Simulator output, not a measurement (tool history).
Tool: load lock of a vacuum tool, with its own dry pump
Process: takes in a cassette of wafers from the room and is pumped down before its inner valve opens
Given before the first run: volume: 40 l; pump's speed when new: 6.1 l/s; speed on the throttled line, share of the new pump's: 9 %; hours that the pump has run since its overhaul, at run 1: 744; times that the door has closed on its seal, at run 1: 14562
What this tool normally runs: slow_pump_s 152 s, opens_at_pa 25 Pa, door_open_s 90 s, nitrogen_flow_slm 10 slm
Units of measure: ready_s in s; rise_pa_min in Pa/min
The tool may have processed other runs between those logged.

run    hour  slow_pump_s  opens_at_pa  door_open_s  nitrogen_flow_slm  hours that the pump has run since its overhaul  times that the door has closed on its seal  incoming humidity of the room's air, %  ready_s  rise_pa_min
  1     0.0          152           25           90                 10                                             744                                       14562                                    43.6    193.0        0.061
  2    82.8          152           25           90                 10                                             826                                       14894                                    44.4    196.0        0.064
  3   127.8          152           19           90                 10                                             871                                       15074                                    44.9    196.9        0.066
  4   167.0          152           19           90                 10                                             911                                       15232                                    44.9    196.4        0.070
  5   220.0          152           25           90                 38                                             964                                       15444                                    44.0    194.3        0.048
  6   300.2          197           25           90                 10                                            1044                                       15766                                    45.5    235.0        0.068
  7   342.7          197           25           90                 10                                            1086                                       15936                                    43.4    234.3        0.066
  8   407.9          197           25           90                 10                                            1152                                       16198                                    45.7    232.8        0.071
  9   501.0          197           25           90                 10                                            1245                                       16571                                    43.8    233.8        0.073
 10   583.4          197           25           90                 10                                            1327                                       16902                                    44.5    234.7        0.070
 11   629.4          197           25           90                 10                                            1373                                       17086                                    43.5    235.4        0.063
 12   703.9          197           25           90                 10                                            1448                                       17385                                    46.1    239.1        0.076
 13   747.6          197           25           90                 10                                            1491                                       17561                                    44.8    234.5        0.067
 14   817.6          197           20           74                 10                                            1561                                       17841                                    44.9    239.8        0.062
 15   884.9          197           20           74                 10                                            1629                                       18111                                    46.5    236.7        0.072
 16   968.0          152           25           73                 10                                            1712                                       18444                                    43.0    194.1        0.065
 17  1057.6          152           25           90                  4                                            1801                                       18804                                    47.7    196.9        0.085
 18  1130.1          102           45           90                  4                                            1874                                       19095                                    45.8    146.0        0.076

Below are 5 alternative next runs, each starting from the tool's condition after run 18. Predict each:
  A  1181.3          177           41           90                 10                                            1925                                       19300                                    46.1        ?            ?
  B  1181.3          102           44           90                  8                                            1925                                       19300                                    41.9        ?            ?
  C  1181.3          152           32           90                 10                                            1925                                       19300                                    44.1        ?            ?
  D  1181.3          103           45           90                  6                                            1925                                       19300                                    44.6        ?            ?
  E  1181.3           82           45          109                  4                                            1925                                       19300                                    45.9        ?            ?

run  ready_s  rise_pa_min
  A    216.8        0.075
  B    147.6        0.070
  C    194.4        0.073
  D    148.4        0.078
  E    126.6        0.089
Without the tool's unlogged condition, the same runs would have read:
run  ready_s  rise_pa_min
  A    214.7        0.046
  B    145.2        0.042
  C    192.1        0.044
  D    146.0        0.049
  E    124.1        0.060

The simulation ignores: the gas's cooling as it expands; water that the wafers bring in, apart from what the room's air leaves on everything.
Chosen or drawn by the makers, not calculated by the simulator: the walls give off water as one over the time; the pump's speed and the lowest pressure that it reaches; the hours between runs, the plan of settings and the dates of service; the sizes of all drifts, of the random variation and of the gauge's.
